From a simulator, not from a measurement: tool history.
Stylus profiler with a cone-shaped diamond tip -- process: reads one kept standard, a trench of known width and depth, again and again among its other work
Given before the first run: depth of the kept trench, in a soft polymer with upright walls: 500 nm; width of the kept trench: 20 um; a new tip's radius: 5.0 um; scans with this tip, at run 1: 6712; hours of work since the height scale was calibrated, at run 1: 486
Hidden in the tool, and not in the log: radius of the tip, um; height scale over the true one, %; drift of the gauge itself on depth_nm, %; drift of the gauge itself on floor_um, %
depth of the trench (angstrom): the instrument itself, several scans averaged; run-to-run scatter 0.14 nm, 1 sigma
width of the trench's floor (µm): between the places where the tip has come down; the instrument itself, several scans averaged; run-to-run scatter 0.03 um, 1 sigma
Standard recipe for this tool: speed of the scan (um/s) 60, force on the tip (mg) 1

run,hour,speed of the scan (um/s),force on the tip (mg),scans with this tip,hours of work since the height scale was calibrated,depth of the trench (angstrom),width of the trench's floor (µm)
1,0,60,1,6712,486,5024.4,15.23
2,51.8,20,1,7275,527,5024.2,15.51
3,127.9,60,2.82,8102,587,5051.8,15.48
4,193.5,60,2.82,8815,638,5049.9,15.35
5,228.4,60,1,9194,666,5023.2,15.22
6,303.7,60,1,10012,725,5026.2,15.21
7,366.3,60,1,10692,774,5023.9,15.2
8,408.2,60,1,11148,807,5026,15.18
9,450.5,60,1,11608,841,5024,15.21
10,525,60,0.77,12418,899,5022.3,15.17
11,596.9,60,0.77,13199,956,5022.9,15.15
12,669.1,60,0.77,13983,1013,5021.5,15.17
13,741.2,60,0.77,14767,1070,5019.8,15.17
14,803.3,182,1,15442,1118,5024.6,14.32
15,868.9,182,1,16156,1170,5025.3,14.35
16,938,182,1,16906,1225,5026.9,14.33
17,972.6,182,1,17283,1252,5025.5,14.33
18,1037.8,182,1,17991,1303,5023.8,14.33
# hour 1078.5: height scale calibrated on a step standard
19,1096.9,182,1,18628,14,5025.9,14.33
20,1131.1,182,0.98,18999,41,5022.5,14.37
21,1169.4,60,1,19416,72,5026.6,15.18
22,1227.6,60,1,20048,117,5024.3,15.16
23,1271.2,60,1,20521,152,5024,15.18
24,1303.6,16,1.08,20875,177,5026.7,15.56
25,1342.6,27,1.21,21298,208,5026.8,15.45
26,1397.3,27,1.21,21892,251,5029,15.44
27,1436.8,83,1,22322,282,5024.8,15.1
28,1501.3,48,1.51,23022,333,5032.8,15.32
29,1568.3,99,0.97,23751,386,5023.6,14.86
# hour 1600.8: new tip fitted, height scale calibrated
30,1630.7,38,1.16,324,23,5028,15.42
31,1693.7,17,1.82,1008,73,5037.4,15.57
32,1739.4,17,1.82,1505,109,5037.1,15.58
33,1811,42,0.8,2284,165,5020.9,15.36
34,1868.6,60,0.44,2909,211,5013.9,15.03
35,1933.7,39,0.44,3617,262,5014.5,15.25
36,2007.9,39,0.44,4423,320,5013.1,15.25
37,2084.2,236,1.29,5253,380,5028.2,14.22
38,2149.8,38,0.95,5965,432,5022.4,15.37
39,2221.7,230,0.56,6747,489,5016.1,13.48
40,2282.3,60,1.39,7406,536,5032.3,15.31
41,2332.3,60,1.39,7949,576,5031.2,15.27
42,2378.3,150,2.37,8449,612,5043.5,14.93
43,2423.9,38,0.85,8944,648,5021.4,15.3
44,2472.2,24,1.47,9469,686,5032.7,15.48
45,2509.9,24,1.47,9879,716,5032.1,15.5
46,2578.6,24,1.47,10626,770,5031.4,15.48

4 ways to go on from here, each from the tool as it stands after run 46. What would each give?
A,2615.4,24,0.46,11026,799,?,?
B,2615.4,20,1.39,11026,799,?,?
C,2615.4,60,1,11026,799,?,?
D,2615.4,24,0.73,11026,799,?,?

run,depth of the trench (angstrom),width of the trench's floor (µm)
A,5014.5,15.36
B,5028.7,15.55
C,5023.6,15.25
D,5019.8,15.42
Without the tool's hidden state the same runs would have given:
run,depth of the trench (angstrom),width of the trench's floor (µm)
A,5014.6,15.37
B,5028.9,15.56
C,5023.7,15.27
D,5020,15.44
